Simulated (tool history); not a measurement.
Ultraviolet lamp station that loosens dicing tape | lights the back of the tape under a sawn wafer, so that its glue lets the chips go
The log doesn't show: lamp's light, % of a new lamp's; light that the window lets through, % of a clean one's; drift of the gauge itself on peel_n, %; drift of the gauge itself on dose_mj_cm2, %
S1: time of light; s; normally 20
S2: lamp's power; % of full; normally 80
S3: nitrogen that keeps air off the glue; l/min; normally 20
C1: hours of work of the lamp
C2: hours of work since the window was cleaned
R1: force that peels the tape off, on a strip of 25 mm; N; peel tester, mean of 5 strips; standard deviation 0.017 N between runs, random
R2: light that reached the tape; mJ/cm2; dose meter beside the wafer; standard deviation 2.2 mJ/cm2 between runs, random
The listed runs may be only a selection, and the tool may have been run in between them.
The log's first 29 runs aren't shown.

run 30 day=33.850 | S1=20 S2=97 S3=14 | C1=693 C2=78 | R1=1.151 R2=184
run 31 day=35.392 | S1=12 S2=80 S3=20 | C1=719 C2=104 | R1=2.930 R2=94
run 32 day=36.996 | S1=12 S2=80 S3=20 | C1=746 C2=130 | R1=2.814 R2=92
run 33 day=37.825 | S1=24 S2=92 S3=7 | C1=759 C2=144 | R1=1.366 R2=207
run 34 day=38.962 | S1=24 S2=83 S3=7 | C1=778 C2=163 | R1=1.644 R2=186
run 35 day=39.862 | S1=21 S2=83 S3=29 | C1=793 C2=178 | R1=1.131 R2=160
run 36 day=40.596 | S1=22 S2=61 S3=7 | C1=805 C2=190 | R1=2.921 R2=125
run 37 day=41.367 | S1=30 S2=73 S3=8 | C1=818 C2=203 | R1=1.377 R2=200
run 38 day=42.929 | S1=30 S2=73 S3=8 | C1=844 C2=229 | R1=1.485 R2=193
run 39 day=44.442 | S1=31 S2=78 S3=10 | C1=869 C2=254 | R1=1.143 R2=208
run 40 day=45.712 | S1=22 S2=78 S3=38 | C1=890 C2=275 | R1=1.231 R2=149
run 41 day=46.546 | S1=29 S2=77 S3=19 | C1=904 C2=289 | R1=0.963 R2=194
run 42 day=47.642 | S1=19 S2=87 S3=21 | C1=922 C2=307 | R1=1.584 R2=139
-- day=48.258 lamp changed
run 43 day=48.346 | S1=19 S2=87 S3=21 | C1=1 C2=318 | R1=0.928 R2=197
run 44 day=49.125 | S1=19 S2=87 S3=21 | C1=14 C2=331 | R1=0.897 R2=196

Each row is a separate what-if for the run after 44, all from the same tool condition, not one after another. Results?
run A day=50.088 | S1=19 S2=97 S3=21 | C1=30 C2=347 | R1=? R2=?
run B day=50.088 | S1=20 S2=80 S3=17 | C1=30 C2=347 | R1=? R2=?
run C day=50.088 | S1=19 S2=62 S3=12 | C1=30 C2=347 | R1=? R2=?

run=A R1=0.777 R2=215
run=B R1=1.120 R2=183
run=C R1=2.136 R2=135
What these runs would have given with no unlogged condition in the tool:
run=A R1=0.630 R2=236
run=B R1=0.931 R2=201
run=C R1=1.873 R2=149

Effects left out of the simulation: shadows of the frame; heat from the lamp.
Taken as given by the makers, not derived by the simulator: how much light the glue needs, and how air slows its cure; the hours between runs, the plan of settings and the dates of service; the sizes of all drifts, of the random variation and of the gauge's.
